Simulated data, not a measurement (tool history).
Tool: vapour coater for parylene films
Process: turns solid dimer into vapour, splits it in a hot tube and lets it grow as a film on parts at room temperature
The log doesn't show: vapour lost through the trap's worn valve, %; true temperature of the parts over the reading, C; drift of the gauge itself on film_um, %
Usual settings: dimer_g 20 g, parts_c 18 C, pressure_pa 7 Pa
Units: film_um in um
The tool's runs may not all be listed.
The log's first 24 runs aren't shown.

| run | hour | dimer_g | parts_c | pressure_pa | hours of work since the trap's valve was overhauled | hours of work since the table's thermometer was calibrated | film_um |
|---|---|---|---|---|---|---|---|
| 25 | 731.1 | 32 | 11 | 9.74 | 368 | 1854 | 15.1 |
| 26 | 755.5 | 32 | 25 | 9.74 | 390 | 1876 | 8.72 |
| 27 | 790.3 | 12 | 19 | 7 | 422 | 1907 | 4.42 |
| 28 | 828.2 | 26 | 19 | 7 | 456 | 1941 | 9.52 |
| 29 | 861.9 | 26 | 19 | 7 | 486 | 1971 | 9.47 |
| 30 | 904.7 | 28 | 20 | 7 | 525 | 2010 | 9.82 |
| 31 | 944.9 | 28 | 20 | 7 | 561 | 2046 | 9.91 |
| 32 | 986.9 | 19 | 19 | 7 | 598 | 2084 | 6.91 |
|  | 1001.5 | table's thermometer calibrated |
| 33 | 1008.6 | 8 | 17 | 7 | 617 | 6 | 2.99 |
| 34 | 1051.8 | 11 | 18 | 7 | 656 | 45 | 3.96 |
| 35 | 1074.4 | 11 | 17 | 2.2 | 676 | 66 | 5.17 |
|  | 1104.6 | trap's valve overhauled |
| 36 | 1104.6 | 11 | 17 | 2.2 | 0 | 89 | 5.37 |
| 37 | 1142.8 | 20 | 13 | 7 | 34 | 123 | 9.37 |

Forecast each of these 3 alternatives for the next run:
| A | 1163.5 | 10 | 18 | 7 | 53 | 142 | ? |
| B | 1163.5 | 20 | 18 | 2.91 | 53 | 142 | ? |
| C | 1163.5 | 9 | 18 | 8.78 | 53 | 142 | ? |

| run | film_um |
|---|---|
| A | 3.76 |
| B | 8.94 |
| C | 3.22 |
Without the tool's hidden state the same runs would have given:
| run | film_um |
|---|---|
| A | 3.78 |
| B | 9 |
| C | 3.24 |
